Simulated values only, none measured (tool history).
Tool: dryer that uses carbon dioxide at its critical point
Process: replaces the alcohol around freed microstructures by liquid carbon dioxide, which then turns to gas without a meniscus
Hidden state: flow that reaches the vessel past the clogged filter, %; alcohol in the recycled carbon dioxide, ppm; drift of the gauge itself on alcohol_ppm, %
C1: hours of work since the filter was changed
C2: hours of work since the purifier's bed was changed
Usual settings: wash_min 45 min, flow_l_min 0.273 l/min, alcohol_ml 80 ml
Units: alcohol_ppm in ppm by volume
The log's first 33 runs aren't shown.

Run 34, hour 783.0: usual settings but wash_min 33 min, flow_l_min 0.420 l/min, alcohol_ml 24 ml; C1 188; C2 720. Result: alcohol_ppm 134 ppm by volume.
Run 35, hour 809.1: usual settings but wash_min 38 min, flow_l_min 0.295 l/min, alcohol_ml 22 ml; C1 198; C2 731. Result: alcohol_ppm 311 ppm by volume.
Run 36, hour 826.0: usual settings but wash_min 38 min, flow_l_min 0.287 l/min, alcohol_ml 22 ml; C1 205; C2 738. Result: alcohol_ppm 330 ppm by volume.
Run 37, hour 857.9: usual settings but wash_min 37 min; C1 218; C2 751. Result: alcohol_ppm 1451 ppm by volume.
Run 38, hour 881.7: usual settings but wash_min 37 min; C1 228; C2 761. Result: alcohol_ppm 1472 ppm by volume.
Run 39, hour 896.5: usual settings but flow_l_min 0.233 l/min, alcohol_ml 29 ml; C1 234; C2 767. Result: alcohol_ppm 525 ppm by volume.
Run 40, hour 911.5: usual settings but wash_min 59 min, alcohol_ml 83 ml; C1 241; C2 773. Result: alcohol_ppm 273 ppm by volume.
Run 41, hour 933.2: usual settings but wash_min 62 min, alcohol_ml 66 ml; C1 250; C2 782. Result: alcohol_ppm 173 ppm by volume.
Run 42, hour 950.6: usual settings but wash_min 37 min, alcohol_ml 65 ml; C1 257; C2 790. Result: alcohol_ppm 1311 ppm by volume.
Run 43, hour 974.1: usual settings but wash_min 34 min, flow_l_min 0.294 l/min, alcohol_ml 65 ml; C1 266; C2 799. Result: alcohol_ppm 1355 ppm by volume.
Run 44, hour 987.8: usual settings but wash_min 34 min, flow_l_min 0.294 l/min, alcohol_ml 65 ml; C1 272; C2 805. Result: alcohol_ppm 1361 ppm by volume.
Run 45, hour 1016.1: usual settings but wash_min 34 min, flow_l_min 0.166 l/min, alcohol_ml 68 ml; C1 284; C2 817. Result: alcohol_ppm 6107 ppm by volume.

The next listed run, before its measurement:
At hour 1034.0: inlet filter changed.
Run 46, hour 1041.9: usual settings but wash_min 68 min, alcohol_ml 44 ml; C1 3; C2 827. Result: alcohol_ppm ?.

{"run 46": {"alcohol_ppm": 57}}
Without the tool's hidden state the same run would have given alcohol_ppm 18 ppm by volume.
